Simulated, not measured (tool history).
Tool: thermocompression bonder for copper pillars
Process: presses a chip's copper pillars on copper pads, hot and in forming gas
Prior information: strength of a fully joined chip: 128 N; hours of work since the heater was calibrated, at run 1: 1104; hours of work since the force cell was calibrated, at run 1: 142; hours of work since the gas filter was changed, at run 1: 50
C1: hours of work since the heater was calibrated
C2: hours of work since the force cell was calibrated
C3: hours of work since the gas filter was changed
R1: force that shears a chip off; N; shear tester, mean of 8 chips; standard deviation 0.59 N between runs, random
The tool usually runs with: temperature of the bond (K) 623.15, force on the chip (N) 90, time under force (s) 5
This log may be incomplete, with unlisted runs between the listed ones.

Run 1, day 0.000: usual settings; C1 1104; C2 142; C3 50. Result: R1 71.1 N.
Run 2, day 1.729: usual settings but temperature of the bond (K) 599.15; C1 1129; C2 166; C3 74. Result: R1 53.6 N.
Run 3, day 3.067: usual settings; C1 1147; C2 185; C3 93. Result: R1 71.4 N.
Run 4, day 4.871: usual settings but force on the chip (N) 123; C1 1173; C2 210; C3 119. Result: R1 84.1 N.
At day 5.775: forming gas filter changed.
Run 5, day 6.312: usual settings; C1 1193; C2 230; C3 8. Result: R1 71.8 N.
Run 6, day 8.046: usual settings; C1 1217; C2 255; C3 32. Result: R1 71.1 N.
Run 7, day 9.554: usual settings; C1 1239; C2 276; C3 53. Result: R1 71.5 N.
Run 8, day 11.579: usual settings; C1 1267; C2 304; C3 82. Result: R1 72.2 N.
Run 9, day 13.525: usual settings; C1 1294; C2 332; C3 109. Result: R1 72.7 N.
At day 15.138: forming gas filter changed.
Run 10, day 15.492: usual settings; C1 1322; C2 359; C3 5. Result: R1 72.6 N.
Run 11, day 16.475: usual settings; C1 1336; C2 373; C3 19. Result: R1 72.5 N.
Run 12, day 17.542: usual settings but time under force (s) 3; C1 1351; C2 388; C3 34. Result: R1 59.7 N.
Run 13, day 18.525: usual settings; C1 1365; C2 402; C3 48. Result: R1 72.4 N.
Run 14, day 19.812: usual settings; C1 1383; C2 420; C3 66. Result: R1 71.8 N.
Run 15, day 20.675: usual settings; C1 1395; C2 432; C3 78. Result: R1 71.5 N.
Run 16, day 22.529: usual settings but time under force (s) 3; C1 1421; C2 458; C3 104. Result: R1 60.6 N.
At day 24.500: forming gas filter changed.
Run 17, day 24.521: usual settings but time under force (s) 3; C1 1449; C2 486; C3 0. Result: R1 60.4 N.
Run 18, day 26.396: usual settings; C1 1475; C2 513; C3 27. Result: R1 71.6 N.
Run 19, day 27.446: usual settings; C1 1490; C2 527; C3 42. Result: R1 71.8 N.
Run 20, day 28.475: usual settings but force on the chip (N) 55; C1 1504; C2 542; C3 56. Result: R1 53.4 N.
Run 21, day 30.375: usual settings but temperature of the bond (K) 612.15, force on the chip (N) 63; C1 1531; C2 569; C3 83. Result: R1 51.5 N.
Run 22, day 31.892: usual settings but temperature of the bond (K) 627.15, time under force (s) 11; C1 1553; C2 590; C3 104. Result: R1 92.5 N.
Run 23, day 33.283: usual settings but temperature of the bond (K) 599.15, force on the chip (N) 100; C1 1572; C2 610; C3 124. Result: R1 57.9 N.
At day 33.850: forming gas filter changed.
Run 24, day 35.150: usual settings but temperature of the bond (K) 607.15, time under force (s) 3; C1 1598; C2 636; C3 18. Result: R1 49.5 N.
Run 25, day 36.567: usual settings but temperature of the bond (K) 607.15, time under force (s) 3; C1 1618; C2 656; C3 38. Result: R1 49.0 N.
At day 36.921: heater calibrated with a thermocouple chip.
Run 26, day 37.629: usual settings but temperature of the bond (K) 607.15, force on the chip (N) 86, time under force (s) 12; C1 10; C2 669; C3 52. Result: R1 77.4 N.
Run 27, day 38.483: usual settings but temperature of the bond (K) 650.15, force on the chip (N) 81, time under force (s) 6; C1 22; C2 681; C3 64. Result: R1 92.8 N.
Run 28, day 40.129: usual settings but temperature of the bond (K) 615.15, time under force (s) 4; C1 45; C2 705; C3 87. Result: R1 61.2 N.
Run 29, day 42.092: usual settings but temperature of the bond (K) 629.15, force on the chip (N) 70; C1 73; C2 732; C3 115. Result: R1 66.4 N.
At day 43.333: forming gas filter changed.
Run 30, day 44.162: usual settings but temperature of the bond (K) 633.15, force on the chip (N) 70; C1 102; C2 761; C3 12. Result: R1 70.2 N.
Run 31, day 46.233: usual settings but temperature of the bond (K) 640.15, force on the chip (N) 60; C1 131; C2 790; C3 41. Result: R1 68.6 N.
Run 32, day 47.942: usual settings but temperature of the bond (K) 635.15, force on the chip (N) 60, time under force (s) 4; C1 155; C2 814; C3 65. Result: R1 60.3 N.
Run 33, day 49.004: usual settings but temperature of the bond (K) 652.15, force on the chip (N) 127, time under force (s) 6; C1 170; C2 829; C3 80. Result: R1 109.3 N.
Run 34, day 49.975: usual settings but temperature of the bond (K) 596.15, force on the chip (N) 133, time under force (s) 4; C1 184; C2 843; C3 94. Result: R1 60.1 N.
At day 51.071: force cell calibrated.
Run 35, day 51.883: usual settings but force on the chip (N) 62, time under force (s) 15; C1 210; C2 11; C3 120. Result: R1 82.8 N.
At day 52.708: forming gas filter changed.
Run 36, day 53.625: usual settings but temperature of the bond (K) 649.15, force on the chip (N) 69, time under force (s) 10; C1 234; C2 36; C3 13. Result: R1 96.3 N.
Run 37, day 55.042: usual settings but temperature of the bond (K) 649.15, force on the chip (N) 69, time under force (s) 10; C1 254; C2 56; C3 33. Result: R1 97.3 N.
Run 38, day 56.796: usual settings but temperature of the bond (K) 602.15, force on the chip (N) 59; C1 279; C2 80; C3 58. Result: R1 44.3 N.
Run 39, day 58.467: usual settings but force on the chip (N) 75, time under force (s) 3; C1 302; C2 104; C3 81. Result: R1 54.9 N.

Consider 4 possible next runs. They are alternatives, not a sequence: every one starts from the tool as it was left by run 39. What does each give?
Run A, day 60.408: usual settings but temperature of the bond (K) 599.15; C1 329; C2 131; C3 108. Result: R1 ?.
Run B, day 60.408: usual settings but temperature of the bond (K) 597.15, time under force (s) 4; C1 329; C2 131; C3 108. Result: R1 ?.
Run C, day 60.408: usual settings but force on the chip (N) 75, time under force (s) 8; C1 329; C2 131; C3 108. Result: R1 ?.
Run D, day 60.408: usual settings but time under force (s) 10; C1 329; C2 131; C3 108. Result: R1 ?.

run    R1
  A  54.0
  B  48.2
  C  75.3
  D  88.0
Had the tool no hidden state, the same runs would have come out as:
run    R1
  A  54.2
  B  48.4
  C  75.6
  D  88.3
